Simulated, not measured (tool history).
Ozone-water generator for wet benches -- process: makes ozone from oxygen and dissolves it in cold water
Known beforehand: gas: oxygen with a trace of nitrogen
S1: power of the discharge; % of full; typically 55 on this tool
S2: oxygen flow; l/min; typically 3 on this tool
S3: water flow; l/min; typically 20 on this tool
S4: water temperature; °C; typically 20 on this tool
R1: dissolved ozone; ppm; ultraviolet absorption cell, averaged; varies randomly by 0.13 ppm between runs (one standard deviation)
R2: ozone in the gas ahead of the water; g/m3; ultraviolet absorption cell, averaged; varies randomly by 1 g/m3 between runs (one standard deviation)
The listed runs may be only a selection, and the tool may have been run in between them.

run,day,S1,S2,S3,S4,R1,R2
1,0,55,3,20,20,11.3,154.8
2,6.667,55,3,20,20,11.2,153.8
3,15.354,55,3,16,20,13.2,150.8
4,20.083,55,3,20,20,10.8,152.2
5,25.425,55,3,14,20,14.3,152.4
6,31.129,75,3,20,20,12.6,176.4
7,39.717,75,1.94,20,20,10.8,205.7
8,44.183,75,1.94,20,20,10.7,206
9,51.692,75,1.94,20,20,10.8,203.3
10,57.567,75,1.94,20,20,10.5,203.3
11,64.008,55,3,27,20,8.1,146.3
12,72.521,55,3,27,20,8,147.2
13,77.05,55,3.61,27,20,8.6,138.1
14,86.038,55,3.61,27,20,8.5,136
15,90.754,68,5.04,19,14,14.6,132.6
# day 92.25: contactor cleaned
16,99.054,89,5.04,19,14,17.3,153.6
17,103.058,55,3,12,20,15.4,143.2
18,110.092,55,3,12,20,15.5,142.9
19,115.196,85,3,13,21,17.9,179.6
20,124.246,85,3,13,21,17.4,175.8
21,131.979,85,3.06,13,23,16.9,173.9
22,140.167,64,4.26,20,20,12.2,133.4

Branching from run 22: 3 alternative next runs. What would each branch give?
A,148.388,55,3,31,24,?,?
B,148.388,80,4.26,18,20,?,?
C,148.388,67,2.75,20,20,?,?

run,R1,R2
A,6.6,138.2
B,14.6,149
C,11,159.1
Stripped of hidden state, with their random variation kept, the same runs would have yielded:
run,R1,R2
A,8.6,177.2
B,20.3,202.8
C,14.9,210.4
